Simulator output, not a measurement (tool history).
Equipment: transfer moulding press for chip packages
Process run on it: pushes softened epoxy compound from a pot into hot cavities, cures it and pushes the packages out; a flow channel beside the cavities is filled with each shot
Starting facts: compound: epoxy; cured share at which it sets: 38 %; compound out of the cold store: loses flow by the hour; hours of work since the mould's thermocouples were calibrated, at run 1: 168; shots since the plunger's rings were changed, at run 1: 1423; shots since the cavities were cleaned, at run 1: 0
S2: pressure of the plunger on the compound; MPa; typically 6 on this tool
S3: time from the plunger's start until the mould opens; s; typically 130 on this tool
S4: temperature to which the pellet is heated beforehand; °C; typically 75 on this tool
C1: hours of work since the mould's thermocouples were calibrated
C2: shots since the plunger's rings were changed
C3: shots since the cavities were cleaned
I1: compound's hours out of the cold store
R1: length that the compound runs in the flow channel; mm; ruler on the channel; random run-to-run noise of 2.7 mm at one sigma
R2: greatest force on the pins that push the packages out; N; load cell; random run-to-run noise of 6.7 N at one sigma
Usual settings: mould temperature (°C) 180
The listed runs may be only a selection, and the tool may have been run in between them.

Run 1, hour 0: usual settings; C1 168; C2 1423; C3 0; I1 19.3. Result: R1 908 mm, R2 275 N.
Run 2, hour 68.1: usual settings; C1 198; C2 1819; C3 396; I1 16.4. Result: R1 915 mm, R2 257 N.
At hour 89.7: cavities cleaned with cleaning compound and waxed.
Run 3, hour 146.8: usual settings; C1 231; C2 2268; C3 332; I1 43.5. Result: R1 845 mm, R2 263 N.
At hour 182.1: cavities cleaned with cleaning compound and waxed.
Run 4, hour 205.3: usual settings; C1 255; C2 2599; C3 135; I1 13.8. Result: R1 920 mm, R2 274 N.
At hour 241.1: plunger's sealing rings changed.
Run 5, hour 243.4: usual settings; C1 271; C2 14; C3 342; I1 24.1. Result: R1 889 mm, R2 275 N.
At hour 273.5: cavities cleaned with cleaning compound and waxed.
Run 6, hour 277.8: usual settings but mould temperature (°C) 176; C1 285; C2 205; C3 25; I1 45.5. Result: R1 849 mm, R2 325 N.
Run 7, hour 313.7: usual settings but mould temperature (°C) 176; C1 300; C2 414; C3 234; I1 12.6. Result: R1 937 mm, R2 354 N.
At hour 363.7: cavities cleaned with cleaning compound and waxed.
Run 8, hour 374.5: usual settings but mould temperature (°C) 176; C1 326; C2 758; C3 62; I1 19.3. Result: R1 918 mm, R2 350 N.
Run 9, hour 417.7: usual settings but mould temperature (°C) 176; C1 344; C2 1010; C3 314; I1 17.3. Result: R1 921 mm, R2 350 N.
At hour 454.4: cavities cleaned with cleaning compound and waxed.
Run 10, hour 461.5: usual settings; C1 363; C2 1256; C3 42; I1 28.2. Result: R1 885 mm, R2 273 N.
Run 11, hour 500.7: usual settings; C1 379; C2 1483; C3 269; I1 39.5. Result: R1 850 mm, R2 260 N.
At hour 546: cavities cleaned with cleaning compound and waxed.
Run 12, hour 576.1: usual settings; C1 411; C2 1913; C3 175; I1 33.7. Result: R1 866 mm, R2 265 N.
Run 13, hour 623.4: usual settings; C1 431; C2 2188; C3 450; I1 21.6. Result: R1 897 mm, R2 258 N.
At hour 640: cavities cleaned with cleaning compound and waxed.
Run 14, hour 683.4: usual settings; C1 457; C2 2528; C3 253; I1 31.2. Result: R1 876 mm, R2 274 N.
At hour 728.1: plunger's sealing rings changed.
At hour 736.6: cavities cleaned with cleaning compound and waxed.
Run 15, hour 757.5: usual settings but mould temperature (°C) 173, S4 70 °C; C1 487; C2 162; C3 121; I1 12.7. Result: R1 942 mm, R2 436 N.
At hour 828.1: cavities cleaned with cleaning compound and waxed.
Run 16, hour 833.7: usual settings but mould temperature (°C) 187, S3 153 s, S4 84 °C; C1 519; C2 597; C3 33; I1 36.1. Result: R1 847 mm, R2 178 N.
Run 17, hour 894.4: usual settings but mould temperature (°C) 187, S3 153 s, S4 84 °C; C1 545; C2 949; C3 385; I1 34. Result: R1 849 mm, R2 193 N.
At hour 917.3: cavities cleaned with cleaning compound and waxed.
At hour 930.5: mould's thermocouples calibrated.
Run 18, hour 938.2: usual settings but mould temperature (°C) 182, S2 6.85 MPa, S3 165 s, S4 65 °C; C1 3; C2 1183; C3 109; I1 41.5. Result: R1 902 mm, R2 194 N.
Run 19, hour 970: usual settings but mould temperature (°C) 182, S2 6.85 MPa, S3 165 s, S4 65 °C; C1 17; C2 1369; C3 295; I1 12.3. Result: R1 981 mm, R2 193 N.
At hour 1010.4: cavities cleaned with cleaning compound and waxed.
Run 20, hour 1039.2: usual settings but mould temperature (°C) 182, S2 6.85 MPa, S3 165 s, S4 65 °C; C1 46; C2 1762; C3 168; I1 44.5. Result: R1 889 mm, R2 196 N.
Run 21, hour 1073.7: usual settings but mould temperature (°C) 188, S2 5.35 MPa, S3 120 s, S4 65 °C; C1 61; C2 1962; C3 368; I1 12.6. Result: R1 848 mm, R2 206 N.
At hour 1100.7: cavities cleaned with cleaning compound and waxed.
Run 22, hour 1109.4: usual settings but mould temperature (°C) 188, S2 5.35 MPa, S3 120 s, S4 65 °C; C1 76; C2 2161; C3 50; I1 41.6. Result: R1 784 mm, R2 203 N.
Run 23, hour 1156.1: usual settings but mould temperature (°C) 188, S2 5.35 MPa, S3 120 s, S4 65 °C; C1 96; C2 2433; C3 322; I1 43.9. Result: R1 780 mm, R2 209 N.
At hour 1190.6: cavities cleaned with cleaning compound and waxed.
At hour 1219.5: plunger's sealing rings changed.
Run 24, hour 1225.3: usual settings but mould temperature (°C) 188, S2 5.35 MPa, S3 120 s, S4 65 °C; C1 124; C2 34; C3 187; I1 34.6. Result: R1 805 mm, R2 206 N.
Run 25, hour 1260.3: usual settings but mould temperature (°C) 188, S2 5.2 MPa, S3 151 s, S4 67 °C; C1 139; C2 237; C3 390; I1 39.7. Result: R1 779 mm, R2 190 N.

Estimate the outcome of run 26 from the log above:
At hour 1286.8: cavities cleaned with cleaning compound and waxed.
Run 26, hour 1296.7: usual settings but mould temperature (°C) 175, S2 5.71 MPa, S3 151 s, S4 67 °C; C1 154; C2 440; C3 57; I1 25.6. Result: R1 ?, R2 ?.

{"run 26": {"R1": 880, "R2": 269}}
Were there no unlogged condition in the tool, this run, its random variation unchanged, would have produced R1 880 mm, R2 269 N.
